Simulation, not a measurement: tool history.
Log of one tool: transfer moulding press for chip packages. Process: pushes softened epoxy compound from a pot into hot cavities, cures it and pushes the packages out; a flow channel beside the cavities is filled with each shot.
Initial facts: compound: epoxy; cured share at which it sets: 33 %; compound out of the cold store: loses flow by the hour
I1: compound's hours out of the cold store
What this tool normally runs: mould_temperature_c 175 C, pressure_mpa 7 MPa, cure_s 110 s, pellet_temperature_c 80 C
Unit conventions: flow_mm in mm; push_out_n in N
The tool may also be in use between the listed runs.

run 1 day=0 | mould_temperature_c=175 pressure_mpa=7 cure_s=110 pellet_temperature_c=80 | I1=17 | flow_mm=889 push_out_n=750
run 2 day=0.533 | mould_temperature_c=172 pressure_mpa=7 cure_s=110 pellet_temperature_c=80 | I1=35.1 | flow_mm=823 push_out_n=1118
run 3 day=1.1 | mould_temperature_c=175 pressure_mpa=7 cure_s=110 pellet_temperature_c=80 | I1=35.3 | flow_mm=802 push_out_n=1069
run 4 day=1.479 | mould_temperature_c=175 pressure_mpa=7 cure_s=110 pellet_temperature_c=71 | I1=16.3 | flow_mm=889 push_out_n=1264
run 5 day=2.146 | mould_temperature_c=175 pressure_mpa=7 cure_s=110 pellet_temperature_c=71 | I1=37.5 | flow_mm=789 push_out_n=1293
run 6 day=2.821 | mould_temperature_c=175 pressure_mpa=7 cure_s=110 pellet_temperature_c=71 | I1=11.3 | flow_mm=890 push_out_n=1524
-- day=2.988 plunger's sealing rings changed
run 7 day=3.2 | mould_temperature_c=175 pressure_mpa=7 cure_s=140 pellet_temperature_c=80 | I1=15.4 | flow_mm=955 push_out_n=1027
run 8 day=3.571 | mould_temperature_c=175 pressure_mpa=7 cure_s=140 pellet_temperature_c=80 | I1=21.2 | flow_mm=918 push_out_n=1042
-- day=3.742 cavities cleaned with cleaning compound and waxed
run 9 day=3.954 | mould_temperature_c=174 pressure_mpa=7 cure_s=110 pellet_temperature_c=80 | I1=33.7 | flow_mm=880 push_out_n=843
run 10 day=4.429 | mould_temperature_c=174 pressure_mpa=7 cure_s=110 pellet_temperature_c=80 | I1=24.9 | flow_mm=896 push_out_n=1055
run 11 day=4.733 | mould_temperature_c=175 pressure_mpa=7 cure_s=92 pellet_temperature_c=80 | I1=15.6 | flow_mm=939 push_out_n=1729
run 12 day=5.125 | mould_temperature_c=175 pressure_mpa=7 cure_s=92 pellet_temperature_c=80 | I1=39.6 | flow_mm=822 push_out_n=1698
run 13 day=5.517 | mould_temperature_c=175 pressure_mpa=7 cure_s=92 pellet_temperature_c=80 | I1=39.1 | flow_mm=828 push_out_n=1809
run 14 day=5.992 | mould_temperature_c=175 pressure_mpa=7 cure_s=92 pellet_temperature_c=80 | I1=22.2 | flow_mm=912 push_out_n=2096
run 15 day=6.454 | mould_temperature_c=175 pressure_mpa=7 cure_s=92 pellet_temperature_c=80 | I1=13.9 | flow_mm=956 push_out_n=2341
run 16 day=6.95 | mould_temperature_c=177 pressure_mpa=7 cure_s=126 pellet_temperature_c=80 | I1=29.4 | flow_mm=868 push_out_n=1081
-- day=7.388 cavities cleaned with cleaning compound and waxed
run 17 day=7.417 | mould_temperature_c=172 pressure_mpa=7 cure_s=123 pellet_temperature_c=87 | I1=46.1 | flow_mm=794 push_out_n=662
run 18 day=7.904 | mould_temperature_c=175 pressure_mpa=8.78 cure_s=92 pellet_temperature_c=76 | I1=19.2 | flow_mm=1027 push_out_n=1480
run 19 day=8.392 | mould_temperature_c=173 pressure_mpa=7 cure_s=110 pellet_temperature_c=80 | I1=32.1 | flow_mm=842 push_out_n=1210
run 20 day=9 | mould_temperature_c=175 pressure_mpa=7 cure_s=93 pellet_temperature_c=75 | I1=9.8 | flow_mm=959 push_out_n=2070
run 21 day=9.296 | mould_temperature_c=175 pressure_mpa=7 cure_s=93 pellet_temperature_c=75 | I1=34 | flow_mm=848 push_out_n=1889
run 22 day=9.65 | mould_temperature_c=175 pressure_mpa=7 cure_s=110 pellet_temperature_c=86 | I1=29.2 | flow_mm=870 push_out_n=1356
run 23 day=9.988 | mould_temperature_c=175 pressure_mpa=6.4 cure_s=110 pellet_temperature_c=86 | I1=39 | flow_mm=769 push_out_n=1286
run 24 day=10.504 | mould_temperature_c=172 pressure_mpa=6.34 cure_s=110 pellet_temperature_c=82 | I1=34.9 | flow_mm=794 push_out_n=1714
run 25 day=10.833 | mould_temperature_c=172 pressure_mpa=6.34 cure_s=110 pellet_temperature_c=82 | I1=37.5 | flow_mm=777 push_out_n=1709
-- day=11.029 cavities cleaned with cleaning compound and waxed
run 26 day=11.408 | mould_temperature_c=172 pressure_mpa=6.34 cure_s=110 pellet_temperature_c=82 | I1=23.3 | flow_mm=832 push_out_n=1096
run 27 day=12.033 | mould_temperature_c=172 pressure_mpa=8.1 cure_s=110 pellet_temperature_c=70 | I1=42.3 | flow_mm=852 push_out_n=1239
run 28 day=12.392 | mould_temperature_c=172 pressure_mpa=8.1 cure_s=137 pellet_temperature_c=81 | I1=46.5 | flow_mm=843 push_out_n=896
run 29 day=12.962 | mould_temperature_c=172 pressure_mpa=5.93 cure_s=137 pellet_temperature_c=88 | I1=44 | flow_mm=727 push_out_n=1024

Alternative continuations, all from the tool just after run 29; predict every row:
run A day=13.296 | mould_temperature_c=172 pressure_mpa=5.93 cure_s=90 pellet_temperature_c=88 | I1=18.8 | flow_mm=? push_out_n=?
run B day=13.296 | mould_temperature_c=181 pressure_mpa=5.93 cure_s=122 pellet_temperature_c=79 | I1=31.8 | flow_mm=? push_out_n=?
run C day=13.296 | mould_temperature_c=174 pressure_mpa=7 cure_s=125 pellet_temperature_c=72 | I1=29.4 | flow_mm=? push_out_n=?
run D day=13.296 | mould_temperature_c=171 pressure_mpa=7 cure_s=117 pellet_temperature_c=85 | I1=37 | flow_mm=? push_out_n=?

run=A flow_mm=837 push_out_n=2656
run=B flow_mm=751 push_out_n=899
run=C flow_mm=834 push_out_n=1149
run=D flow_mm=813 push_out_n=1458
Stripped of hidden state, with their random variation kept, the same runs would have yielded:
run=A flow_mm=886 push_out_n=1334
run=B flow_mm=795 push_out_n=461
run=C flow_mm=883 push_out_n=583
run=D flow_mm=861 push_out_n=732

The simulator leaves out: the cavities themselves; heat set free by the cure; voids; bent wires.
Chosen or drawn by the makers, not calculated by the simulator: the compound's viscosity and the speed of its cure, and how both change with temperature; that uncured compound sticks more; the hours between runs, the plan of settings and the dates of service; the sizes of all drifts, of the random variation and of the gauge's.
